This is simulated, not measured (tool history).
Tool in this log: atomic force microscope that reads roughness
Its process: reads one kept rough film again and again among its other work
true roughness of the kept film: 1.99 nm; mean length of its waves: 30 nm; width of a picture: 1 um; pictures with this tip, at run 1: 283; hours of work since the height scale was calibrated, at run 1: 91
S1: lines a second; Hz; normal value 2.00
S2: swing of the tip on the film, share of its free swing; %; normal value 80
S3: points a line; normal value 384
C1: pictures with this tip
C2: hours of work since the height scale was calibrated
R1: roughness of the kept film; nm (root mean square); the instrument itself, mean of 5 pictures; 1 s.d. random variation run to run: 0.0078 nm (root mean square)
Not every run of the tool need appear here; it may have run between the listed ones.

Run 1, hour 0.0: usual settings; C1 283; C2 91. Result: R1 1.661 nm (root mean square).
Run 2, hour 22.4: usual settings but S2 75 %; C1 311; C2 100. Result: R1 1.710 nm (root mean square).
Run 3, hour 39.0: usual settings but S2 75 %, S3 790; C1 332; C2 107. Result: R1 1.717 nm (root mean square).
At hour 42.8: new tip fitted.
Run 4, hour 72.7: usual settings but S2 75 %, S3 790; C1 38; C2 120. Result: R1 1.716 nm (root mean square).
Run 5, hour 96.0: usual settings; C1 67; C2 130. Result: R1 1.668 nm (root mean square).
Run 6, hour 125.9: usual settings but S3 861; C1 105; C2 142. Result: R1 1.677 nm (root mean square).
Run 7, hour 145.7: usual settings; C1 130; C2 150. Result: R1 1.661 nm (root mean square).
Run 8, hour 180.8: usual settings; C1 175; C2 164. Result: R1 1.661 nm (root mean square).
Run 9, hour 211.2: usual settings; C1 213; C2 176. Result: R1 1.671 nm (root mean square).
Run 10, hour 234.7: usual settings; C1 243; C2 186. Result: R1 1.665 nm (root mean square).
Run 11, hour 270.5: usual settings; C1 288; C2 200. Result: R1 1.660 nm (root mean square).
Run 12, hour 305.9: usual settings; C1 333; C2 215. Result: R1 1.658 nm (root mean square).
At hour 310.8: new tip fitted.
Run 13, hour 342.2: usual settings but S3 318; C1 40; C2 229. Result: R1 1.665 nm (root mean square).
Run 14, hour 377.6: usual settings but S3 318; C1 85; C2 244. Result: R1 1.649 nm (root mean square).
Run 15, hour 400.3: usual settings but S3 379; C1 113; C2 253. Result: R1 1.657 nm (root mean square).
Run 16, hour 432.4: usual settings but S1 2.15 Hz; C1 154; C2 266. Result: R1 1.646 nm (root mean square).
Run 17, hour 463.8: usual settings but S1 2.15 Hz; C1 194; C2 279. Result: R1 1.626 nm (root mean square).
Run 18, hour 498.6: usual settings but S1 2.15 Hz; C1 238; C2 293. Result: R1 1.646 nm (root mean square).
Run 19, hour 528.2: usual settings but S1 2.15 Hz; C1 275; C2 305. Result: R1 1.627 nm (root mean square).
Run 20, hour 550.2: usual settings but S1 1.57 Hz; C1 303; C2 314. Result: R1 1.700 nm (root mean square).
At hour 578.4: new tip fitted.
Run 21, hour 580.4: usual settings but S1 1.57 Hz; C1 2; C2 326. Result: R1 1.709 nm (root mean square).
Run 22, hour 597.8: usual settings; C1 24; C2 333. Result: R1 1.657 nm (root mean square).
Run 23, hour 620.6: usual settings; C1 53; C2 342. Result: R1 1.666 nm (root mean square).
Run 24, hour 649.7: usual settings; C1 90; C2 354. Result: R1 1.664 nm (root mean square).
Run 25, hour 677.0: usual settings but S1 3.01 Hz, S2 68 %, S3 587; C1 124; C2 365. Result: R1 1.698 nm (root mean square).
Run 26, hour 695.2: usual settings but S1 1.03 Hz, S3 338; C1 147; C2 372. Result: R1 1.758 nm (root mean square).
Run 27, hour 729.0: usual settings but S1 1.76 Hz, S2 60 %, S3 338; C1 190; C2 386. Result: R1 1.799 nm (root mean square).
Run 28, hour 764.9: usual settings but S1 1.81 Hz, S3 430; C1 235; C2 401. Result: R1 1.685 nm (root mean square).
Run 29, hour 782.2: usual settings but S1 1.81 Hz, S3 428; C1 257; C2 408. Result: R1 1.679 nm (root mean square).
Run 30, hour 810.8: usual settings but S2 76 %, S3 758; C1 293; C2 419. Result: R1 1.720 nm (root mean square).
Run 31, hour 833.9: usual settings but S1 0.64 Hz, S2 86 %, S3 758; C1 323; C2 429. Result: R1 1.788 nm (root mean square).
At hour 846.3: new tip fitted.
Run 32, hour 868.7: usual settings but S1 1.48 Hz, S2 86 %, S3 758; C1 28; C2 443. Result: R1 1.668 nm (root mean square).
Run 33, hour 898.7: usual settings but S1 1.47 Hz, S2 76 %, S3 388; C1 66; C2 455. Result: R1 1.747 nm (root mean square).
Run 34, hour 921.4: usual settings but S1 2.71 Hz, S2 56 %, S3 307; C1 95; C2 464. Result: R1 1.806 nm (root mean square).
Run 35, hour 938.1: usual settings but S3 930; C1 116; C2 471. Result: R1 1.677 nm (root mean square).
Run 36, hour 968.7: usual settings but S1 0.51 Hz, S3 365; C1 154; C2 483. Result: R1 1.821 nm (root mean square).
Run 37, hour 989.0: usual settings but S1 0.91 Hz, S2 65 %, S3 365; C1 180; C2 491. Result: R1 1.842 nm (root mean square).
Run 38, hour 1020.6: usual settings but S1 0.91 Hz, S2 65 %, S3 365; C1 220; C2 504. Result: R1 1.828 nm (root mean square).
Run 39, hour 1056.5: usual settings but S1 0.91 Hz, S2 65 %, S3 365; C1 265; C2 519. Result: R1 1.839 nm (root mean square).
Run 40, hour 1091.6: usual settings but S1 0.91 Hz, S2 65 %, S3 365; C1 310; C2 533. Result: R1 1.837 nm (root mean square).
At hour 1113.3: new tip fitted.
Run 41, hour 1119.0: usual settings but S1 2.04 Hz, S2 61 %; C1 7; C2 544. Result: R1 1.805 nm (root mean square).
Run 42, hour 1145.2: usual settings but S1 1.72 Hz, S2 62 %; C1 40; C2 555. Result: R1 1.814 nm (root mean square).
Run 43, hour 1167.0: usual settings but S2 57 %, S3 564; C1 67; C2 563. Result: R1 1.839 nm (root mean square).
Run 44, hour 1188.6: usual settings but S2 81 %; C1 95; C2 572. Result: R1 1.635 nm (root mean square).
Run 45, hour 1208.4: usual settings but S2 81 %; C1 120; C2 580. Result: R1 1.644 nm (root mean square).
Run 46, hour 1229.7: usual settings but S3 487; C1 147; C2 589. Result: R1 1.654 nm (root mean square).
Run 47, hour 1257.3: usual settings but S1 3.05 Hz, S2 72 %, S3 664; C1 181; C2 600. Result: R1 1.663 nm (root mean square).

Take each entry between the runs: how does the hidden state at the last listed run before it differ from the hidden state at the first listed run after it?
In the gap between runs 3 and 4: new tip fitted (hour 42.8)
  radius of the tip, nm: 5.3 -> 5
In the gap between runs 12 and 13: new tip fitted (hour 310.8)
  radius of the tip, nm: 5.4 -> 5
In the gap between runs 20 and 21: new tip fitted (hour 578.4)
  radius of the tip, nm: 5.3 -> 5
In the gap between runs 31 and 32: new tip fitted (hour 846.3)
  radius of the tip, nm: 5.4 -> 5
In the gap between runs 40 and 41: new tip fitted (hour 1113.3)
  radius of the tip, nm: 5.3 -> 5

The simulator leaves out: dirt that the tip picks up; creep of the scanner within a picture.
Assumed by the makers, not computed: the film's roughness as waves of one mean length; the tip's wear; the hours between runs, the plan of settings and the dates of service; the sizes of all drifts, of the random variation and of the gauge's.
